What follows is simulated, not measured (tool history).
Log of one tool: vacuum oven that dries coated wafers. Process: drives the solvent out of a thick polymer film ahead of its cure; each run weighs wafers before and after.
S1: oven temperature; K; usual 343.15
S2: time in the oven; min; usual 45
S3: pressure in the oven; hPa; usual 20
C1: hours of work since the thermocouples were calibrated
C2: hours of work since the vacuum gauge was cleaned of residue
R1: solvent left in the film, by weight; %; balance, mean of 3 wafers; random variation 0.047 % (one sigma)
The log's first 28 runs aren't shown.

run   hour      S1  S2    S3    C1   C2    R1
 29  533.3  351.15  43    71  1148  283  2.65
 30  548.2  340.15  32    20  1155  290  3.62
 31  572.8  342.15  32    20  1166  302  3.24
 32    596  343.15  60    71  1177  313  3.47
 33  613.9  343.15  60    71  1186  321  3.54
 34  630.9  343.15  60    71  1194  329  3.54
 35  655.8  355.15  32  12.3  1205  341  1.17
 36  678.9  336.15  31    20  1216  352   4.5

5 ways to go on from here, each from the tool as it stands after run 36. What would each give?
  A  690.1  329.15  61    20  1221  357   ?
  B  690.1  343.15  75    20  1221  357   ?
  C  690.1  352.15  45    20  1221  357   ?
  D  690.1  354.15  45  52.4  1221  357   ?
  E  690.1  336.15  31  30.4  1221  357   ?

run    R1
  A  3.56
  B  1.09
  C     1
  D  1.68
  E  4.94
Without the tool's hidden state the same runs would have given:
run    R1
  A  4.11
  B  1.31
  C  1.23
  D  1.96
  E  5.51
